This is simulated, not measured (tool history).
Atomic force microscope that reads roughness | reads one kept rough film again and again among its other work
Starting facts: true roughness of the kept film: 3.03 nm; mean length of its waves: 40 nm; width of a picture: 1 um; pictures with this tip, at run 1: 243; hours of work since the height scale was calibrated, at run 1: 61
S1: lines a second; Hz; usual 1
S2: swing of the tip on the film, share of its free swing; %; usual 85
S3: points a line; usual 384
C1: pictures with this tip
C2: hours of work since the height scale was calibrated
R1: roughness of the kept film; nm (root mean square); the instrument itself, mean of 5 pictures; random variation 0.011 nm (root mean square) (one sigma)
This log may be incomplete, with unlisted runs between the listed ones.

run,hour,S1,S2,S3,C1,C2,R1
1,0,1,85,384,243,61,2.513
2,4.8,1,85,384,255,65,2.508
3,10.6,1,85,384,269,69,2.495
4,14.6,1,85,384,279,72,2.519
5,19.3,1,85,1010,291,76,2.494
6,25.3,1,85,1010,306,80,2.491
7,31.2,1,85,673,321,84,2.5
8,37.4,0.66,87,384,336,89,2.541
9,45.9,1,70,328,358,95,2.595
10,51.2,1.91,57,363,371,99,2.578
# hour 55.5: new tip fitted
11,59.4,0.75,61,297,9,104,2.835

Alternative continuations, all from the tool just after run 11; predict every row:
A,67.8,0.68,61,317,31,111,?
B,67.8,0.61,58,787,31,111,?
C,67.8,3.78,85,384,31,111,?
D,67.8,0.91,74,290,31,111,?
E,67.8,0.75,78,297,31,111,?

run,R1
A,2.818
B,2.823
C,2.116
D,2.732
E,2.713
What these runs would have given with no unlogged condition in the tool:
run,R1
A,2.857
B,2.863
C,2.146
D,2.77
E,2.751
